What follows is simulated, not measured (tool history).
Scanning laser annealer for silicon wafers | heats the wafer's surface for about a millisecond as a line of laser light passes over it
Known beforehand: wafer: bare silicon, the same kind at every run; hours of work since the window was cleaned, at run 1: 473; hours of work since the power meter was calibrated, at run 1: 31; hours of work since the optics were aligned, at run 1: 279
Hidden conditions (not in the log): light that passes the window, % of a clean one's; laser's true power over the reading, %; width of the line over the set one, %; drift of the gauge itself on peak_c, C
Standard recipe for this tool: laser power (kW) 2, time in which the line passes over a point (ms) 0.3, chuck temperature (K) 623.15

| run | hour | laser power (kW) | time in which the line passes over a point (ms) | chuck temperature (K) | hours of work since the window was cleaned | hours of work since the power meter was calibrated | hours of work since the optics were aligned | highest temperature of the surface (K) |
|---|---|---|---|---|---|---|---|---|
| 1 | 0 | 2 | 0.3 | 623.15 | 473 | 31 | 279 | 1328.15 |
| 2 | 18.9 | 2 | 0.3 | 623.15 | 481 | 38 | 286 | 1327.15 |
| 3 | 30.8 | 2 | 0.3 | 623.15 | 486 | 43 | 291 | 1327.15 |
| 4 | 38.7 | 2 | 0.3 | 623.15 | 489 | 47 | 295 | 1325.15 |
| 5 | 49.7 | 2 | 0.3 | 623.15 | 494 | 51 | 299 | 1326.15 |
| 6 | 59.5 | 2 | 0.3 | 623.15 | 498 | 55 | 303 | 1325.15 |
| 7 | 74.2 | 2 | 0.3 | 623.15 | 504 | 61 | 309 | 1322.15 |
|  | 80.3 | optics aligned, line set to its width |
| 8 | 93.4 | 2 | 0.3 | 623.15 | 510 | 67 | 5 | 1318.15 |
|  | 106.7 | window over the wafer cleaned |
| 9 | 113.8 | 1.863 | 0.22 | 632.15 | 3 | 75 | 13 | 1195.15 |
| 10 | 123.3 | 1.863 | 0.22 | 632.15 | 7 | 79 | 17 | 1197.15 |
| 11 | 133.5 | 1.863 | 0.22 | 632.15 | 11 | 83 | 21 | 1200.15 |

What differs in the tool's unlogged condition from the final listed run ahead of each entry between runs to the first listed run following it?
Runs 7 to 8: optics aligned, line set to its width (hour 80.3)
  light that passes the window, % of a clean one's: 96.98 -> 96.95; width of the line over the set one, %: 1.43 -> 2.26
  measured result minus the result with no hidden state, highest temperature of the surface (K): -28 -> -31
Runs 8 to 9: window over the wafer cleaned (hour 106.7)
  light that passes the window, % of a clean one's: 96.95 -> 99.82; laser's true power over the reading, %: 0.05 -> 0.04; width of the line over the set one, %: 2.26 -> 2.3
  measured result minus the result with no hidden state, highest temperature of the surface (K): -31 -> -8
